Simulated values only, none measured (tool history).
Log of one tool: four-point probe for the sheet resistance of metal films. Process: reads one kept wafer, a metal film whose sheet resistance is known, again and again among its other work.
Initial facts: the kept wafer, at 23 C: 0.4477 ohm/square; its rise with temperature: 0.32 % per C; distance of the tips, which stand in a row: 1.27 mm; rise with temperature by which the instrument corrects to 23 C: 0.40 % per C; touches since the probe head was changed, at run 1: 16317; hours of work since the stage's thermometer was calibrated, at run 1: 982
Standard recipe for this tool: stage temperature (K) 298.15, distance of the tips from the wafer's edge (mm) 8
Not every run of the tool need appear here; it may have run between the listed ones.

run	hour	stage temperature (K)	distance of the tips from the wafer's edge (mm)	touches since the probe head was changed	hours of work since the stage's thermometer was calibrated	sheet resistance as the instrument gives it (ohm/square)
1	0	298.15	8	16317	982	0.451879
2	25.9	307.15	8	16633	993	0.448422
3	46.3	293.15	8	16883	1002	0.453963
4	79.5	298.15	26	17288	1016	0.446461
5	112.4	298.15	26	17691	1030	0.446684
6	153.1	298.15	26	18188	1047	0.446597
7	169.8	298.15	26	18392	1054	0.44657
8	202.9	298.15	26	18796	1068	0.446653
9	235.5	294.15	31	19195	1082	0.447812
10	259	294.15	31	19482	1092	0.447933
11	299.2	294.15	11	19973	1109	0.45084
12	329.8	294.15	11	20348	1122	0.450831
13	364.7	298.15	6	20774	1137	0.456567

Predict each of these 5 candidate next runs independently; none follows another, all start after run 13:
A	400.3	298.15	45	21208	1152	?
B	400.3	305.15	12	21208	1152	?
C	400.3	298.15	51	21208	1152	?
D	400.3	294.15	35	21208	1152	?
E	400.3	300.15	11	21208	1152	?

run	sheet resistance as the instrument gives it (ohm/square)
A	0.446269
B	0.446147
C	0.446264
D	0.44798
E	0.448504
What these runs would have given with no unlogged condition in the tool:
run	sheet resistance as the instrument gives it (ohm/square)
A	0.447098
B	0.446979
C	0.447093
D	0.448809
E	0.449337
